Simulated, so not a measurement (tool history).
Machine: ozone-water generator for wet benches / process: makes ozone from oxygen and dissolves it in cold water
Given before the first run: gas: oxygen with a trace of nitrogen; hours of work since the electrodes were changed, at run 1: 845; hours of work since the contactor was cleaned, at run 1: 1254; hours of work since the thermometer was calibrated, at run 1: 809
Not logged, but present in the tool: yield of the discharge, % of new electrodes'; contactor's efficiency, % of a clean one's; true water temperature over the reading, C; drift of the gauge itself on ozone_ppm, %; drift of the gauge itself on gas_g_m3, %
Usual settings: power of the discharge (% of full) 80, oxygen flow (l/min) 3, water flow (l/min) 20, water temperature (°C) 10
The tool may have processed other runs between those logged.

| run | hour | power of the discharge (% of full) | oxygen flow (l/min) | water flow (l/min) | water temperature (°C) | hours of work since the electrodes were changed | hours of work since the contactor was cleaned | hours of work since the thermometer was calibrated | dissolved ozone (ppm) | ozone in the gas ahead of the water (g/m3) |
|---|---|---|---|---|---|---|---|---|---|---|
| 1 | 0 | 80 | 3 | 20 | 10 | 845 | 1254 | 809 | 12.5 | 160.3 |
| 2 | 29.9 | 80 | 3 | 20 | 10 | 871 | 1280 | 835 | 12.6 | 160.7 |
| 3 | 55.9 | 80 | 3 | 20 | 10 | 893 | 1302 | 857 | 12.5 | 160.5 |
| 4 | 89.5 | 80 | 3 | 20 | 10 | 922 | 1331 | 886 | 12.5 | 160.1 |
| 5 | 105.5 | 86 | 3 | 20 | 10 | 935 | 1344 | 899 | 13 | 168.7 |
| 6 | 137.5 | 86 | 3 | 20 | 10 | 962 | 1372 | 927 | 13.3 | 167.6 |
| 7 | 164.7 | 86 | 3 | 20 | 10 | 986 | 1395 | 950 | 13.4 | 167.5 |
| 8 | 183.4 | 80 | 3 | 20 | 10 | 1002 | 1411 | 966 | 12.6 | 158.1 |
| 9 | 211.6 | 80 | 3 | 20 | 10 | 1026 | 1435 | 990 | 12.6 | 157.9 |
| 10 | 240.3 | 80 | 3 | 20 | 10 | 1050 | 1459 | 1014 | 12.4 | 158 |
| 11 | 262.1 | 80 | 3 | 20 | 10 | 1069 | 1478 | 1033 | 12.4 | 157 |
| 12 | 280.5 | 80 | 3 | 20 | 10 | 1085 | 1494 | 1049 | 12.5 | 156.5 |
|  | 299 | gauge calibrated |
| 13 | 299.8 | 80 | 3 | 20 | 10 | 1101 | 1510 | 1065 | 12.7 | 160.8 |
| 14 | 326.2 | 80 | 3 | 20 | 10 | 1124 | 1533 | 1088 | 12.5 | 161.4 |
| 15 | 361.8 | 80 | 3 | 20 | 10 | 1154 | 1563 | 1118 | 12.4 | 159.8 |
| 16 | 382.9 | 80 | 3 | 20 | 10 | 1172 | 1581 | 1136 | 12.2 | 159.5 |
| 17 | 412.5 | 80 | 3 | 20 | 10 | 1197 | 1607 | 1161 | 12.5 | 160.8 |
| 18 | 438.7 | 80 | 3 | 20 | 10 | 1220 | 1629 | 1184 | 12.4 | 160 |
| 19 | 470.3 | 50 | 1.51 | 20 | 6 | 1247 | 1656 | 1211 | 7.2 | 154.2 |
| 20 | 488.3 | 50 | 1.51 | 20 | 6 | 1262 | 1671 | 1226 | 7.4 | 155.9 |
| 21 | 508.9 | 50 | 1.51 | 20 | 6 | 1280 | 1689 | 1244 | 7.3 | 156.2 |
| 22 | 537 | 84 | 3 | 20 | 5 | 1304 | 1713 | 1268 | 13.5 | 162.9 |
| 23 | 556.8 | 47 | 2.41 | 13 | 14 | 1321 | 1730 | 1285 | 11.3 | 116.5 |
| 24 | 573.1 | 47 | 2.41 | 13 | 14 | 1335 | 1744 | 1299 | 11.4 | 115.9 |
| 25 | 593.4 | 47 | 2.41 | 13 | 14 | 1352 | 1761 | 1316 | 11.3 | 117.1 |
| 26 | 620.7 | 47 | 2.41 | 13 | 14 | 1375 | 1784 | 1339 | 11.1 | 116.7 |
| 27 | 644.6 | 47 | 2.41 | 13 | 14 | 1396 | 1805 | 1360 | 11.3 | 115 |
| 28 | 672.6 | 80 | 3 | 20 | 11 | 1420 | 1829 | 1384 | 12.3 | 155.2 |
| 29 | 689.9 | 72 | 2.53 | 20 | 5 | 1435 | 1844 | 1399 | 11.4 | 155 |
| 30 | 708.9 | 80 | 5.05 | 20 | 17 | 1451 | 1860 | 1415 | 12.8 | 119.3 |
| 31 | 727.3 | 47 | 2.31 | 21 | 5 | 1466 | 1876 | 1431 | 7.5 | 117.4 |
| 32 | 755.1 | 47 | 2.31 | 21 | 5 | 1490 | 1899 | 1454 | 7.4 | 116.2 |

3 options for the next run, each taken on its own from the tool as it stands now. Forecast them:
|  | 756.9 | gauge calibrated |
| A | 783.8 | 62 | 2.16 | 15 | 5 | 1515 | 1924 | 1479 | ? | ? |
|  | 756.9 | gauge calibrated |
| B | 783.8 | 80 | 3.72 | 20 | 8 | 1515 | 1924 | 1479 | ? | ? |
|  | 756.9 | gauge calibrated |
| C | 783.8 | 47 | 2.31 | 31 | 12 | 1515 | 1924 | 1479 | ? | ? |

| run | dissolved ozone (ppm) | ozone in the gas ahead of the water (g/m3) |
|---|---|---|
| A | 13.1 | 154.9 |
| B | 13.3 | 146.2 |
| C | 4.7 | 121.1 |
What these runs would have given with no unlogged condition in the tool:
| run | dissolved ozone (ppm) | ozone in the gas ahead of the water (g/m3) |
|---|---|---|
| A | 13.1 | 155.5 |
| B | 13.3 | 146.7 |
| C | 4.7 | 121.5 |

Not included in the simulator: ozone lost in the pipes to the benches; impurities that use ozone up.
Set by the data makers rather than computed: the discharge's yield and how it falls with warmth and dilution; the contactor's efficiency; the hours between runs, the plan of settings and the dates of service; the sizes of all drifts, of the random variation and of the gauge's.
